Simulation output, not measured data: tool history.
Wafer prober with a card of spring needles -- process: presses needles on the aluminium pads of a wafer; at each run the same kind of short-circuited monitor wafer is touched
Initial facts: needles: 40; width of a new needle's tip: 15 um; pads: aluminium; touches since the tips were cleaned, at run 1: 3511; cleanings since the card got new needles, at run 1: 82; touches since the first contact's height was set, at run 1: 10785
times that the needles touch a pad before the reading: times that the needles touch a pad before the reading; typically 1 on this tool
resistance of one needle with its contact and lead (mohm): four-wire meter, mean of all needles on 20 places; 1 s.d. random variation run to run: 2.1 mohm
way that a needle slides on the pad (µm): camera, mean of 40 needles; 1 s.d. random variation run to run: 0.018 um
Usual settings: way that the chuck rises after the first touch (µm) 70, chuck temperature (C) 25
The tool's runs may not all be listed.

run	hour	way that the chuck rises after the first touch (µm)	chuck temperature (C)	times that the needles touch a pad before the reading	touches since the tips were cleaned	cleanings since the card got new needles	touches since the first contact's height was set	resistance of one needle with its contact and lead (mohm)	way that a needle slides on the pad (µm)
1	0	70	25	1	3511	82	10785	346	11.04
# hour 2.3: tips cleaned on abrasive film
# hour 14.1: tips cleaned on abrasive film
# hour 25.3: tips cleaned on abrasive film
2	27.2	76	25	1	707	85	21094	264	11.97
# hour 38.8: tips cleaned on abrasive film
# hour 50.9: tips cleaned on abrasive film
# hour 64.2: tips cleaned on abrasive film
3	68	76	25	1	1440	88	36619	290	11.99
# hour 76.9: tips cleaned on abrasive film
# hour 88.9: tips cleaned on abrasive film
# hour 100.6: tips cleaned on abrasive film
4	100.6	76	25	1	0	91	49029	239	11.95
# hour 112.6: tips cleaned on abrasive film
# hour 123.6: tips cleaned on abrasive film
5	123.6	76	25	1	0	93	57739	229	11.93
# hour 136.3: tips cleaned on abrasive film
6	144	76	25	1	2953	94	65520	328	11.9
# hour 148.5: tips cleaned on abrasive film
# hour 160: tips cleaned on abrasive film
7	163.9	70	25	1	1496	96	73088	314	10.94
# hour 171.1: tips cleaned on abrasive film
# hour 184.3: tips cleaned on abrasive film
# hour 196.7: tips cleaned on abrasive film
8	198.8	64	30	3	795	99	86364	255	9.97
# hour 208.6: tips cleaned on abrasive film
# hour 219.5: tips cleaned on abrasive film
9	228.9	64	30	3	3598	101	97830	281	9.99
# hour 231.7: tips cleaned on abrasive film
# hour 244.2: tips cleaned on abrasive film
# hour 257.5: tips cleaned on abrasive film
10	264	64	30	3	2466	104	111146	281	9.95
# hour 268.5: tips cleaned on abrasive film
# hour 280.9: tips cleaned on abrasive film
# hour 293.1: tips cleaned on abrasive film
# hour 304.7: tips cleaned on abrasive film
11	304.7	64	30	3	0	108	126632	236	9.89
# hour 318.1: tips cleaned on abrasive film
12	322.8	70	93	2	1822	109	133534	305	10.84
# hour 330.2: tips cleaned on abrasive film
13	340.7	70	25	1	4042	110	140350	354	10.85

Measured result minus the same run's result without the hidden state. Both carry the same run-to-run variation, though not necessarily the same gauge scatter:
The tool's hidden condition here consists of: debris on the tips, nm; way that the needles fall short of the set height, um; tips' diameter, um; drift of the gauge itself on contact_mohm, %; drift of the gauge itself on scrub_um, %.
run	resistance of one needle with its contact and lead (mohm)	way that a needle slides on the pad (µm)
1	+118	-0.02
2	+42	-0.04
3	+67	-0.07
4	+10	-0.08
5	+6	-0.1
6	+103	-0.11
7	+85	-0.12
8	+26	-0.15
9	+54	-0.16
10	+50	-0.19
11	+5	-0.22
12	+58	-0.23
13	+130	-0.24
